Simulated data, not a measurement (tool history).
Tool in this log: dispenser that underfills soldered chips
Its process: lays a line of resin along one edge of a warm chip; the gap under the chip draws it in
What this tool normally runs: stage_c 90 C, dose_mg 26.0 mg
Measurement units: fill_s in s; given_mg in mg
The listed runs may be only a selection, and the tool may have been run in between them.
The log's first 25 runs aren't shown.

run	hour	stage_c	dose_mg	fill_s	given_mg
26	130.6	97	33.3	193.9	31.94
# hour 132.2: dispensing valve cleaned and set on the balance
27	136.2	97	25.3	240.9	25.32
28	139.8	88	23.3	395.2	23.24
# hour 143.8: new syringe of resin
29	146.4	88	23.3	253.7	23.22
30	149.4	90	29.5	257.7	29.45
31	154.3	76	29.4	518.0	29.24
# hour 160.2: new syringe of resin
32	161.0	94	24.3	195.4	24.16
33	164.9	94	24.3	237.3	23.88
34	170.9	103	25.8	217.6	25.37
35	176.0	103	25.8	270.3	25.51

5 ways to go on from here, each from the tool as it stands after run 35. What would each give?
# hour 176.7: new syringe of resin
A	179.7	77	31.6	?	?
# hour 176.7: new syringe of resin
B	179.7	83	23.5	?	?
# hour 176.7: new syringe of resin
C	179.7	103	27.6	?	?
# hour 176.7: new syringe of resin
D	179.7	83	30.1	?	?
# hour 176.7: new syringe of resin
E	179.7	103	26.1	?	?

run	fill_s	given_mg
A	377.0	31.02
B	316.4	23.01
C	154.7	27.31
D	291.8	29.59
E	154.4	25.63
With no hidden state in the tool, these same runs would have given:
run	fill_s	given_mg
A	359.0	31.50
B	299.2	23.37
C	145.5	27.73
D	277.0	30.05
E	145.1	26.03

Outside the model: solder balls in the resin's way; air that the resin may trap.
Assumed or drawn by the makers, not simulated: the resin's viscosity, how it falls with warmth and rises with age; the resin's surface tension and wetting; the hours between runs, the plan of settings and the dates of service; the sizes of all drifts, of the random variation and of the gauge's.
